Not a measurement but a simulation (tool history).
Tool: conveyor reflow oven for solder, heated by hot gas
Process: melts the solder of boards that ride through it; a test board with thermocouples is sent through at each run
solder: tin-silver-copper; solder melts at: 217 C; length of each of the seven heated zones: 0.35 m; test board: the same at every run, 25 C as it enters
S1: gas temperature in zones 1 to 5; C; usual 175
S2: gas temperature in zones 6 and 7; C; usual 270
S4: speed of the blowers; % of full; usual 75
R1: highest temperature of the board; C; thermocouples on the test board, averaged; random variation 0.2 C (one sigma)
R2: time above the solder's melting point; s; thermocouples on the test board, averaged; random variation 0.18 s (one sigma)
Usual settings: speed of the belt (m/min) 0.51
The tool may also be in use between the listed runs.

{"run": 1, "day": 0.0, "S1": 175, "S2": 270, "speed of the belt (m/min)": 0.51, "S4": 75, "R1": 257, "R2": 66.4}
{"run": 2, "day": 0.358, "S1": 175, "S2": 270, "speed of the belt (m/min)": 0.51, "S4": 75, "R1": 257, "R2": 66.5}
{"run": 3, "day": 0.679, "S1": 175, "S2": 270, "speed of the belt (m/min)": 0.51, "S4": 75, "R1": 256.9, "R2": 66.3}
{"run": 4, "day": 1.038, "S1": 175, "S2": 270, "speed of the belt (m/min)": 0.51, "S4": 75, "R1": 256.7, "R2": 66.9}
{"run": 5, "day": 1.479, "S1": 175, "S2": 270, "speed of the belt (m/min)": 0.51, "S4": 75, "R1": 257, "R2": 66.4}
{"run": 6, "day": 1.7, "S1": 175, "S2": 270, "speed of the belt (m/min)": 0.51, "S4": 75, "R1": 257.2, "R2": 66.1}
{"run": 7, "day": 2.046, "S1": 164, "S2": 270, "speed of the belt (m/min)": 0.51, "S4": 75, "R1": 255.1, "R2": 61.2}
{"run": 8, "day": 2.425, "S1": 164, "S2": 270, "speed of the belt (m/min)": 0.51, "S4": 75, "R1": 255.4, "R2": 61.4}
{"run": 9, "day": 2.858, "S1": 175, "S2": 270, "speed of the belt (m/min)": 0.51, "S4": 75, "R1": 256.7, "R2": 66.1}
{"run": 10, "day": 3.296, "S1": 175, "S2": 270, "speed of the belt (m/min)": 0.51, "S4": 75, "R1": 256.7, "R2": 66}
{"run": 11, "day": 3.679, "S1": 184, "S2": 270, "speed of the belt (m/min)": 0.51, "S4": 75, "R1": 258.3, "R2": 70.6}
{"run": 12, "day": 3.962, "S1": 184, "S2": 281, "speed of the belt (m/min)": 0.51, "S4": 75, "R1": 267.8, "R2": 75.6}
{"run": 13, "day": 4.417, "S1": 184, "S2": 281, "speed of the belt (m/min)": 0.51, "S4": 75, "R1": 267.9, "R2": 75.8}
{"run": 14, "day": 4.858, "S1": 184, "S2": 281, "speed of the belt (m/min)": 0.51, "S4": 75, "R1": 267.5, "R2": 75.9}
{"run": 15, "day": 5.108, "S1": 184, "S2": 281, "speed of the belt (m/min)": 0.51, "S4": 75, "R1": 267.9, "R2": 75.8}
{"run": 16, "day": 5.512, "S1": 184, "S2": 281, "speed of the belt (m/min)": 0.51, "S4": 75, "R1": 267.8, "R2": 75.9}
{"run": 17, "day": 5.917, "S1": 173, "S2": 268, "speed of the belt (m/min)": 0.509, "S4": 58, "R1": 250.1, "R2": 59.4}
{"run": 18, "day": 6.279, "S1": 175, "S2": 270, "speed of the belt (m/min)": 0.549, "S4": 75, "R1": 254.2, "R2": 58.8}
{"run": 19, "day": 6.688, "S1": 175, "S2": 270, "speed of the belt (m/min)": 0.549, "S4": 75, "R1": 254.3, "R2": 59.1}
{"run": 20, "day": 6.942, "S1": 175, "S2": 270, "speed of the belt (m/min)": 0.549, "S4": 75, "R1": 254, "R2": 59.1}
{"run": 21, "day": 7.258, "S1": 168, "S2": 270, "speed of the belt (m/min)": 0.51, "S4": 62, "R1": 252.2, "R2": 58.9}
{"run": 22, "day": 7.679, "S1": 175, "S2": 280, "speed of the belt (m/min)": 0.51, "S4": 87, "R1": 267.6, "R2": 72.5}
{"run": 23, "day": 7.888, "S1": 175, "S2": 279, "speed of the belt (m/min)": 0.478, "S4": 87, "R1": 268.6, "R2": 78.2}
{"run": 24, "day": 8.254, "S1": 175, "S2": 270, "speed of the belt (m/min)": 0.416, "S4": 75, "R1": 261.2, "R2": 86.5}
{"run": 25, "day": 8.679, "S1": 175, "S2": 270, "speed of the belt (m/min)": 0.416, "S4": 75, "R1": 261.5, "R2": 86.5}
{"run": 26, "day": 8.958, "S1": 179, "S2": 268, "speed of the belt (m/min)": 0.568, "S4": 83, "R1": 253.2, "R2": 58.5}
{"run": 27, "day": 9.271, "S1": 179, "S2": 268, "speed of the belt (m/min)": 0.568, "S4": 83, "R1": 253.3, "R2": 58.3}
{"run": 28, "day": 9.492, "S1": 179, "S2": 268, "speed of the belt (m/min)": 0.568, "S4": 83, "R1": 253.2, "R2": 58.1}
{"run": 29, "day": 9.758, "S1": 186, "S2": 276, "speed of the belt (m/min)": 0.585, "S4": 88, "R1": 261.7, "R2": 63.6}
{"run": 30, "day": 10.088, "S1": 186, "S2": 276, "speed of the belt (m/min)": 0.585, "S4": 88, "R1": 261.5, "R2": 63.7}
{"run": 31, "day": 10.383, "S1": 175, "S2": 271, "speed of the belt (m/min)": 0.61, "S4": 75, "R1": 250.7, "R2": 50.4}

Hidden state or all else? Some run-to-run changes of R1, split into what the settings, what came in and random variation would give without the hidden state, and what is left for the hidden state (with any gauge scatter that isn't in both results):
The hidden state here: heat that the gas passes to the board, % of a clean oven's; belt's true speed, % of the reading; true gas temperature in zones 6 and 7 over the reading, C; drift of the gauge itself on peak_c, C; drift of the gauge itself on liquid_s, %.
Run 16 -> 17: S1 184 -> 173, S2 281 -> 268, speed of the belt (m/min) 0.51 -> 0.509, S4 75 -> 58. R1 -17.7 C: hidden state +0.1, all else -17.8.
Run 17 -> 18: S1 173 -> 175, S2 268 -> 270, speed of the belt (m/min) 0.509 -> 0.549, S4 58 -> 75. R1 +4.1 C: hidden state -0.4, all else +4.5.
Run 21 -> 22: S1 168 -> 175, S2 270 -> 280, S4 62 -> 87. R1 +15.4 C: hidden state -0.2, all else +15.6.
Run 23 -> 24: S2 279 -> 270, speed of the belt (m/min) 0.478 -> 0.416, S4 87 -> 75. R1 -7.4 C: hidden state +0.6, all else -8.
Run 25 -> 26: S1 175 -> 179, S2 270 -> 268, speed of the belt (m/min) 0.416 -> 0.568, S4 75 -> 83. R1 -8.3 C: hidden state -0.9, all else -7.4.
Run 30 -> 31: S1 186 -> 175, S2 276 -> 271, speed of the belt (m/min) 0.585 -> 0.61, S4 88 -> 75. R1 -10.8 C: hidden state -0.4, all else -10.4.
